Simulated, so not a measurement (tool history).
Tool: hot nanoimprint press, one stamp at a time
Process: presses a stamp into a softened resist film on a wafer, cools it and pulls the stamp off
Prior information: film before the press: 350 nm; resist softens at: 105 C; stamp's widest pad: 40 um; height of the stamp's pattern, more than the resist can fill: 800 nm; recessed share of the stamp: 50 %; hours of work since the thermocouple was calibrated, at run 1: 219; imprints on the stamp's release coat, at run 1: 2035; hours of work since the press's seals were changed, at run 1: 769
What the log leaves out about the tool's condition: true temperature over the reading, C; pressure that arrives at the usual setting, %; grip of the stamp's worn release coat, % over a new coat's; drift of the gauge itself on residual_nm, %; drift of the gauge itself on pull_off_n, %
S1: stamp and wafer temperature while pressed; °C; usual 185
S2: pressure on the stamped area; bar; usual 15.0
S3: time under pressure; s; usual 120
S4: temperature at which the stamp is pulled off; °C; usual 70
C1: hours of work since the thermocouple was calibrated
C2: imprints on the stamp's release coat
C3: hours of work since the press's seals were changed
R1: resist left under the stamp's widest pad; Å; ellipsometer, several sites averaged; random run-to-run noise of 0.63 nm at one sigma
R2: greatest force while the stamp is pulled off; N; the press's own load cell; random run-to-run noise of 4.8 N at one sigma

Run 1, hour 0.0: usual settings; C1 219; C2 2035; C3 769. Result: R1 1655 Å, R2 241 N.
At hour 21.4: stamp cleaned and given a new release coat.
Run 2, hour 36.5: usual settings; C1 240; C2 61; C3 791. Result: R1 1645 Å, R2 241 N.
At hour 91.5: plate thermocouple calibrated.
Run 3, hour 98.8: usual settings; C1 5; C2 303; C3 832. Result: R1 1641 Å, R2 234 N.
Run 4, hour 157.1: usual settings; C1 45; C2 540; C3 872. Result: R1 1641 Å, R2 231 N.
Run 5, hour 200.4: usual settings but S1 182 °C; C1 75; C2 717; C3 902. Result: R1 1752 Å, R2 235 N.
Run 6, hour 236.4: usual settings but S4 78 °C; C1 100; C2 863; C3 927. Result: R1 1629 Å, R2 205 N.
Run 7, hour 281.9: usual settings but S1 183 °C, S2 18.4 bar, S3 97 s, S4 58 °C; C1 132; C2 1049; C3 958. Result: R1 1703 Å, R2 287 N.
Run 8, hour 326.5: usual settings but S1 183 °C, S2 16.5 bar, S3 176 s; C1 163; C2 1231; C3 989. Result: R1 1420 Å, R2 242 N.
Run 9, hour 379.2: usual settings but S1 195 °C, S2 14.1 bar, S3 64 s, S4 59 °C; C1 199; C2 1445; C3 1026. Result: R1 1682 Å, R2 278 N.
Run 10, hour 444.5: usual settings but S1 195 °C, S2 14.1 bar, S3 64 s, S4 59 °C; C1 244; C2 1711; C3 1071. Result: R1 1680 Å, R2 281 N.
At hour 490.2: plate thermocouple calibrated.
At hour 502.8: press's hydraulic seals changed and the load cell set to zero.
Run 11, hour 502.8: usual settings; C1 3; C2 1904; C3 0. Result: R1 1618 Å, R2 242 N.
Run 12, hour 540.6: usual settings but S1 186 °C, S2 12.1 bar; C1 29; C2 2058; C3 26. Result: R1 1717 Å, R2 240 N.

Hidden condition of the tool, last listed run before each entry between runs versus first listed run after:
After run 1, before run 2: stamp cleaned and given a new release coat (hour 21.4)
  grip of the stamp's worn release coat, % over a new coat's: 1.3 -> 0; drift of the gauge itself on residual_nm, %: 0 -> -0.16
  the result without the hidden state subtracted from the measured one, R1: +1 -> -2 Å
After run 2, before run 3: plate thermocouple calibrated (hour 91.5)
  true temperature over the reading, C: -0.02 -> 0; grip of the stamp's worn release coat, % over a new coat's: 0 -> 0.2; drift of the gauge itself on residual_nm, %: -0.16 -> -0.48
  the result without the hidden state subtracted from the measured one, R1: -2 -> -7 Å
After run 10, before run 11: plate thermocouple calibrated (hour 490.2); press's hydraulic seals changed and the load cell set to zero (hour 502.8)
  true temperature over the reading, C: -0.02 -> 0; pressure that arrives at the usual setting, %: 99.94 -> 100.01; grip of the stamp's worn release coat, % over a new coat's: 1.1 -> 1.2; drift of the gauge itself on residual_nm, %: -2.32 -> -2.57
  the result without the hidden state subtracted from the measured one, R1: -39 -> -42 Å
